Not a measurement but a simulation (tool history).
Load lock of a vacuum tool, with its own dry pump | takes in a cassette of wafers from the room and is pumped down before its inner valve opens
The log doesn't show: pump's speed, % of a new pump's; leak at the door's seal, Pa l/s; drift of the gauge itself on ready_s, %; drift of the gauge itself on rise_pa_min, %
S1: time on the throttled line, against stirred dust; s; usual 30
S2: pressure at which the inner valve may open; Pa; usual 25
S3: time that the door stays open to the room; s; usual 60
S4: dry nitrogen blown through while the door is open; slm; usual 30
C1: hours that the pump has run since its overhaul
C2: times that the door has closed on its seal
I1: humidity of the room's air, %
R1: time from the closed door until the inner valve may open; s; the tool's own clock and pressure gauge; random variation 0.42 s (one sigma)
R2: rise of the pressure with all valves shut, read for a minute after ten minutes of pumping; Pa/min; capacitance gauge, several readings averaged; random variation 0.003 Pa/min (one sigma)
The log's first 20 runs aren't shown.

run    hour  S1  S2   S3  S4     C1     C2    I1    R1     R2
 21  4558.9  17  25   60  30  17208   8954  44.5  41.2  0.176
 22  4701.4  17  25   60  30  17350   9522  46.6  41.4  0.187
 23  4919.3  30  24   96  30  17568  10390    46    53  0.228
 24  5094.1  44  25   53  30  17743  11087  49.6  64.7  0.224
 25  5290.4  30  25   42  30  17939  11868  41.7  52.6  0.239
 26  5430.6  30  25   42  30  18079  12427  44.6  53.2  0.261
 27  5564.7  30  32  154  26  18213  12961  45.1    52  0.312
 28  5703.6  28  25  192   4  18352  13515  42.7    51  0.369
 29  5976.2  28  25  192   4  18625  14601    47  51.1  0.415
 30  6244.2  35  47  132   6  18893  15668  46.5  54.6  0.398
 31  6391.5  21  32  171  30  19040  16255  45.7  44.2  0.397
 32  6648.6  28  48   78  16  19297  17280  44.6  48.9   0.41
 33  6917.1  52  25   60  36  19566  18349  41.5  72.3  0.439
 34    7224  41  25   25  30  19873  19572  45.2  63.4  0.478
 35  7411.1  41  25   25  12  20060  20317  48.2    63  0.513
 36  7681.4  15  39  108  14  20330  21394  45.4  39.7  0.606
 37    7824  15  39  108  14  20473  21962  46.3    39  0.632

Forecast each of these 3 alternatives for the next run:
     8007.4  -- door's seal changed, seat wiped
  A  8049.3  18  27  60  10  20696  167    46   ?   ?
     8007.4  -- door's seal changed, seat wiped
  B  8049.3  18  25  60  30  20696  167  44.4   ?   ?
     8007.4  -- door's seal changed, seat wiped
  C  8049.3  30  22  25  30  20696  167  46.5   ?   ?

run    R1     R2
  A  43.3  0.062
  B  43.1  0.049
  C    54  0.034
Without the tool's hidden state the same runs would have given:
run    R1     R2
  A  38.5  0.056
  B  38.2  0.043
  C  49.4  0.028
